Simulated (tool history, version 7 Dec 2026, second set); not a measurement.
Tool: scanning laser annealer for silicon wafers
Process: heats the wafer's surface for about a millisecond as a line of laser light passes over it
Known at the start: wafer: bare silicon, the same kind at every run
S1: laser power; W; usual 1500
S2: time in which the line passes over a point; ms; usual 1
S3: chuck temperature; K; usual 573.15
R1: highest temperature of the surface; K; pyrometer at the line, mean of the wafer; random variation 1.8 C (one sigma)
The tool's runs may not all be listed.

| run | day | S1 | S2 | S3 | R1 |
|---|---|---|---|---|---|
| 1 | 0 | 1500 | 1 | 573.15 | 1262.15 |
| 2 | 0.479 | 1500 | 1 | 573.15 | 1260.15 |
| 3 | 0.896 | 1500 | 1 | 573.15 | 1262.15 |
| 4 | 1.342 | 1500 | 1 | 573.15 | 1263.15 |
| 5 | 1.992 | 1585 | 1 | 573.15 | 1295.15 |
| 6 | 2.379 | 1500 | 1 | 584.15 | 1272.15 |
| 7 | 2.692 | 1497 | 1.2 | 609.15 | 1370.15 |
| 8 | 3.321 | 1537 | 1.2 | 604.15 | 1384.15 |
| 9 | 3.629 | 1537 | 1.2 | 604.15 | 1382.15 |
|  | 4.067 | window over the wafer cleaned |
| 10 | 4.225 | 1537 | 1.2 | 604.15 | 1418.15 |
| 11 | 4.675 | 1375 | 0.7 | 564.15 | 1105.15 |

The same runs without the tool's hidden state, with the same run-to-run variation:
The hidden state here: light that passes the window, % of a clean one's; laser's true power over the reading, %; width of the line over the set one, %; drift of the gauge itself on peak_c, C.
| run | R1 |
|---|---|
| 1 | 1302.15 |
| 2 | 1300.15 |
| 3 | 1302.15 |
| 4 | 1303.15 |
| 5 | 1338.15 |
| 6 | 1314.15 |
| 7 | 1416.15 |
| 8 | 1432.15 |
| 9 | 1431.15 |
| 10 | 1429.15 |
| 11 | 1112.15 |

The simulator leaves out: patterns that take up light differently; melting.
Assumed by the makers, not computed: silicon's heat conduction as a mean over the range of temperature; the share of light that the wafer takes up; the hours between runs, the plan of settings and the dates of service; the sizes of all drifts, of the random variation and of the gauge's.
